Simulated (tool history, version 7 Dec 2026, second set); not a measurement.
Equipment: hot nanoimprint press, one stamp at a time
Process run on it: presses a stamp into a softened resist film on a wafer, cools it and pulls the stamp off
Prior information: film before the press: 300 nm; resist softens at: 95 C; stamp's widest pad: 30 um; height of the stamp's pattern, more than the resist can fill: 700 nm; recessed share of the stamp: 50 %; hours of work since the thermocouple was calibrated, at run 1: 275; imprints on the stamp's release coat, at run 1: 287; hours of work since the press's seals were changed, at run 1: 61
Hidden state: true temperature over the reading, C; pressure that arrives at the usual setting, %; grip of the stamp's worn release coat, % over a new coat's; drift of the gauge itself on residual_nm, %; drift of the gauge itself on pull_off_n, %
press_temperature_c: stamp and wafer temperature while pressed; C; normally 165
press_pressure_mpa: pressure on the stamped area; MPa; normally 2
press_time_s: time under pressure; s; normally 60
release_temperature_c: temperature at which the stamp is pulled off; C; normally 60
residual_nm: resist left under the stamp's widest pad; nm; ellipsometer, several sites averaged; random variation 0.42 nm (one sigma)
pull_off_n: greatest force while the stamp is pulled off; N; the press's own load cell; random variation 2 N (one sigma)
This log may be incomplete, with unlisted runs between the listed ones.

run	hour	press_temperature_c	press_pressure_mpa	press_time_s	release_temperature_c	hours of work since the thermocouple was calibrated	imprints on the stamp's release coat	hours of work since the press's seals were changed	residual_nm	pull_off_n
1	0	165	2	60	60	275	287	61	160.6	162
2	11.2	165	2	60	60	282	319	68	161	163
3	18.9	165	2	60	60	286	342	73	160.3	162
4	28.2	165	2	60	60	292	368	79	159.4	162
5	33.5	165	2	60	60	296	384	82	160.1	160
6	41.5	165	3.16	60	60	300	407	87	132.4	164
7	47.5	167	3.16	60	60	304	424	91	122.6	159
8	54.7	167	3.16	60	60	309	445	95	122.5	161
9	60.1	173	2	53	60	312	461	98	125.9	163
10	68.4	166	2	32	60	317	485	103	189.4	160
11	73.9	166	2	32	60	320	501	107	189.1	161
12	82.7	165	2	60	60	326	526	112	160.2	160
13	89.3	162	1.49	71	68	330	545	116	186.3	131
14	96.4	162	1.49	71	68	334	566	121	185.9	130
15	103.5	156	1.49	71	68	339	586	125	220.7	129
16	111.4	156	1.49	71	68	344	609	130	221.7	129

Branching from run 16: 5 alternative next runs. What would each branch give?
A	117.7	165	2.97	106	50	348	627	134	?	?
B	117.7	167	2	60	60	348	627	134	?	?
C	117.7	170	2.48	87	60	348	627	134	?	?
D	117.7	165	1.22	60	60	348	627	134	?	?
E	117.7	156	3.16	71	68	348	627	134	?	?

run	residual_nm	pull_off_n
A	107.9	202
B	148.8	163
C	104.4	163
D	190.8	161
E	175.6	131
With no hidden state in the tool, these same runs would have given:
run	residual_nm	pull_off_n
A	108	202
B	149	162
C	104.5	162
D	191	161
E	175.8	130
